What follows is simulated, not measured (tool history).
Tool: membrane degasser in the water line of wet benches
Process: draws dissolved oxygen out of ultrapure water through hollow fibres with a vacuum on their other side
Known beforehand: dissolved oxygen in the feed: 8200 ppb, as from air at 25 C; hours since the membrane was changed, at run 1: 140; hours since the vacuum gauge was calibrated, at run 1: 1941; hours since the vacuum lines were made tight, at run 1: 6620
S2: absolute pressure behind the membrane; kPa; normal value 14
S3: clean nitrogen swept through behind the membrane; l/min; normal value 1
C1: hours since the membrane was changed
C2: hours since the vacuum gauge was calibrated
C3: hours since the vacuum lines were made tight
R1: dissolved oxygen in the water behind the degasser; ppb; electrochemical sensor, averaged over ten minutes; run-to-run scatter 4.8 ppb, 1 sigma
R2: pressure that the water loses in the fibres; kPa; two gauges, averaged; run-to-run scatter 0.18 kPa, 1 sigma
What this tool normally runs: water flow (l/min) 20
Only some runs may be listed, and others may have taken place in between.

Run 1, hour 0: usual settings; C1 140; C2 1941; C3 6620. Result: R1 640.2 ppb, R2 32.28 kPa.
Run 2, hour 96.4: usual settings but S2 13 kPa; C1 236; C2 2037; C3 6717. Result: R1 596.5 ppb, R2 32.32 kPa.
Run 3, hour 183.3: usual settings but water flow (l/min) 15, S2 13 kPa; C1 323; C2 2124; C3 6804. Result: R1 445.8 ppb, R2 23.97 kPa.
Run 4, hour 233.7: usual settings but water flow (l/min) 15, S2 13 kPa; C1 374; C2 2174; C3 6854. Result: R1 444.7 ppb, R2 24.2 kPa.
Run 5, hour 306.5: usual settings but S2 13 kPa; C1 446; C2 2247; C3 6927. Result: R1 599 ppb, R2 32.25 kPa.
Run 6, hour 403: usual settings but S2 13 kPa; C1 543; C2 2344; C3 7023. Result: R1 605.2 ppb, R2 32.32 kPa.
Run 7, hour 449.7: usual settings; C1 590; C2 2390; C3 7070. Result: R1 643.6 ppb, R2 32.49 kPa.
Run 8, hour 499.4: usual settings; C1 639; C2 2440; C3 7120. Result: R1 635.5 ppb, R2 32.09 kPa.
Run 9, hour 558: usual settings but S2 16 kPa; C1 698; C2 2499; C3 7178. Result: R1 718.4 ppb, R2 32.34 kPa.
Run 10, hour 614.6: usual settings but S2 16 kPa; C1 754; C2 2555; C3 7235. Result: R1 724.7 ppb, R2 32.2 kPa.
Run 11, hour 661.7: usual settings but S2 19.9 kPa; C1 802; C2 2602; C3 7282. Result: R1 869.1 ppb, R2 32.15 kPa.
Run 12, hour 709.8: usual settings but S2 19.9 kPa; C1 850; C2 2650; C3 7330. Result: R1 877 ppb, R2 32.05 kPa.
Run 13, hour 805.6: usual settings but S2 19.9 kPa; C1 945; C2 2746; C3 7426. Result: R1 872.1 ppb, R2 32.32 kPa.
Run 14, hour 898.9: usual settings; C1 1039; C2 2839; C3 7519. Result: R1 650.4 ppb, R2 32.26 kPa.
Run 15, hour 950: usual settings; C1 1090; C2 2891; C3 7570. Result: R1 649.6 ppb, R2 32.09 kPa.
Run 16, hour 1010: usual settings; C1 1150; C2 2951; C3 7630. Result: R1 641.6 ppb, R2 32.54 kPa.
Run 17, hour 1078.7: usual settings but water flow (l/min) 24, S2 16.5 kPa, S3 1.43 l/min; C1 1219; C2 3019; C3 7699. Result: R1 724.5 ppb, R2 38.78 kPa.
Run 18, hour 1148.7: usual settings but water flow (l/min) 24; C1 1289; C2 3089; C3 7769. Result: R1 776.5 ppb, R2 38.63 kPa.
Run 19, hour 1238.3: usual settings but S2 10.7 kPa; C1 1378; C2 3179; C3 7859. Result: R1 514.8 ppb, R2 32.25 kPa.
Run 20, hour 1281.7: usual settings but S2 24.9 kPa, S3 1.36 l/min; C1 1422; C2 3222; C3 7902. Result: R1 852.3 ppb, R2 32.09 kPa.
Run 21, hour 1329.3: usual settings but S2 15.4 kPa, S3 1.36 l/min; C1 1469; C2 3270; C3 7949. Result: R1 591 ppb, R2 31.97 kPa.
Run 22, hour 1384.9: usual settings but water flow (l/min) 25, S2 13.8 kPa; C1 1525; C2 3325; C3 8005. Result: R1 796.9 ppb, R2 40.36 kPa.
Run 23, hour 1477: usual settings but water flow (l/min) 31; C1 1617; C2 3418; C3 8097. Result: R1 990.2 ppb, R2 50.08 kPa.
Run 24, hour 1578.5: usual settings but water flow (l/min) 31; C1 1718; C2 3519; C3 8199. Result: R1 991.4 ppb, R2 50.1 kPa.
Run 25, hour 1646.8: usual settings but water flow (l/min) 17, S2 9.6 kPa, S3 0.94 l/min; C1 1787; C2 3587; C3 8267. Result: R1 406.5 ppb, R2 27.55 kPa.
Run 26, hour 1727.2: usual settings but water flow (l/min) 16, S2 25.1 kPa; C1 1867; C2 3668; C3 8347. Result: R1 873 ppb, R2 25.8 kPa.
Run 27, hour 1783.9: usual settings but water flow (l/min) 15, S2 27.6 kPa, S3 1.5 l/min; C1 1924; C2 3725; C3 8404. Result: R1 676.3 ppb, R2 24.14 kPa.
Run 28, hour 1876.8: usual settings but water flow (l/min) 15, S2 27.6 kPa, S3 1.5 l/min; C1 2017; C2 3817; C3 8497. Result: R1 671.4 ppb, R2 24.42 kPa.
Run 29, hour 1970.5: usual settings but water flow (l/min) 17, S2 14.4 kPa, S3 1.65 l/min; C1 2110; C2 3911; C3 8591. Result: R1 415.7 ppb, R2 27.38 kPa.
Run 30, hour 2067.7: usual settings but water flow (l/min) 19, S2 20.5 kPa; C1 2208; C2 4008; C3 8688. Result: R1 843.6 ppb, R2 30.63 kPa.
Run 31, hour 2146.9: usual settings but water flow (l/min) 28, S2 27.6 kPa, S3 1.04 l/min; C1 2287; C2 4087; C3 8767. Result: R1 1492.9 ppb, R2 45.4 kPa.
Run 32, hour 2213.1: usual settings but water flow (l/min) 28, S2 27.6 kPa, S3 1.04 l/min; C1 2353; C2 4154; C3 8833. Result: R1 1479.7 ppb, R2 45.22 kPa.

Each row is a separate what-if for the run after 32, all from the same tool condition, not one after another. Results?
Run A, hour 2282.2: usual settings but S2 15.7 kPa; C1 2422; C2 4223; C3 8902. Result: R1 ?, R2 ?.
Run B, hour 2282.2: usual settings but water flow (l/min) 17, S2 27.6 kPa, S3 1.76 l/min; C1 2422; C2 4223; C3 8902. Result: R1 ?, R2 ?.
Run C, hour 2282.2: usual settings but water flow (l/min) 18, S2 17.1 kPa, S3 2.95 l/min; C1 2422; C2 4223; C3 8902. Result: R1 ?, R2 ?.
Run D, hour 2282.2: usual settings but water flow (l/min) 17, S2 24.1 kPa, S3 1.04 l/min; C1 2422; C2 4223; C3 8902. Result: R1 ?, R2 ?.

run     R1     R2
  A  720.9  32.41
  B  685.8  27.54
  C  367.7  29.03
  D  868.7  27.52
What these runs would have given with no unlogged condition in the tool:
run     R1     R2
  A  694.2  32.18
  B  656.3  27.34
  C  351.5  28.82
  D    835  27.33

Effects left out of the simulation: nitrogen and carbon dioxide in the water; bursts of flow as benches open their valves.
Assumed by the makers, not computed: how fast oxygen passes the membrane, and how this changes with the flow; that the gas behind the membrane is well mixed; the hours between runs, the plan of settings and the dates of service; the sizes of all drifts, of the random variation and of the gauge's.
